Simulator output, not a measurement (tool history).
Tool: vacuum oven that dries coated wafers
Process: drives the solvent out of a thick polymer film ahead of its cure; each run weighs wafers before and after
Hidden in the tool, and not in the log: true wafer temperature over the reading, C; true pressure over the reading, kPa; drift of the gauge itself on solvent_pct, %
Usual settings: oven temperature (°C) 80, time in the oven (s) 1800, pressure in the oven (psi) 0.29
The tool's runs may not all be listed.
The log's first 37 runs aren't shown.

| run | hour | oven temperature (°C) | time in the oven (s) | pressure in the oven (psi) | hours of work since the thermocouples were calibrated | hours of work since the vacuum gauge was cleaned of residue | solvent left in the film (%) |
|---|---|---|---|---|---|---|---|
|  | 2453.6 | oven's thermocouples calibrated |
| 38 | 2461 | 80 | 1920 | 1.096 | 5 | 1881 | 5.9 |
| 39 | 2508.5 | 80 | 1920 | 1.096 | 33 | 1910 | 5.91 |
| 40 | 2584 | 68 | 2220 | 0.19 | 79 | 1956 | 8.75 |
| 41 | 2624 | 79 | 2220 | 0.284 | 103 | 1980 | 3.76 |
| 42 | 2698.5 | 79 | 2220 | 0.284 | 148 | 2025 | 3.73 |
| 43 | 2775.2 | 79 | 2220 | 0.284 | 195 | 2071 | 3.72 |
| 44 | 2852.4 | 79 | 2220 | 0.284 | 242 | 2118 | 3.68 |
| 45 | 2928.4 | 79 | 2220 | 0.284 | 288 | 2164 | 3.67 |
| 46 | 3027 | 68 | 1800 | 0.468 | 347 | 2224 | 10.5 |

Forecast each of these 5 alternatives for the next run:
| A | 3122.6 | 68 | 1800 | 0.361 | 405 | 2282 | ? |
| B | 3122.6 | 86 | 1980 | 0.502 | 405 | 2282 | ? |
| C | 3122.6 | 80 | 1800 | 0.164 | 405 | 2282 | ? |
| D | 3122.6 | 87 | 2220 | 0.258 | 405 | 2282 | ? |
| E | 3122.6 | 84 | 1800 | 1.044 | 405 | 2282 | ? |

| run | solvent left in the film (%) |
|---|---|
| A | 10.25 |
| B | 2.22 |
| C | 4.05 |
| D | 1.29 |
| E | 4.21 |
Without the tool's hidden state the same runs would have given:
| run | solvent left in the film (%) |
|---|---|
| A | 10.17 |
| B | 2.15 |
| C | 3.97 |
| D | 1.22 |
| E | 4.15 |

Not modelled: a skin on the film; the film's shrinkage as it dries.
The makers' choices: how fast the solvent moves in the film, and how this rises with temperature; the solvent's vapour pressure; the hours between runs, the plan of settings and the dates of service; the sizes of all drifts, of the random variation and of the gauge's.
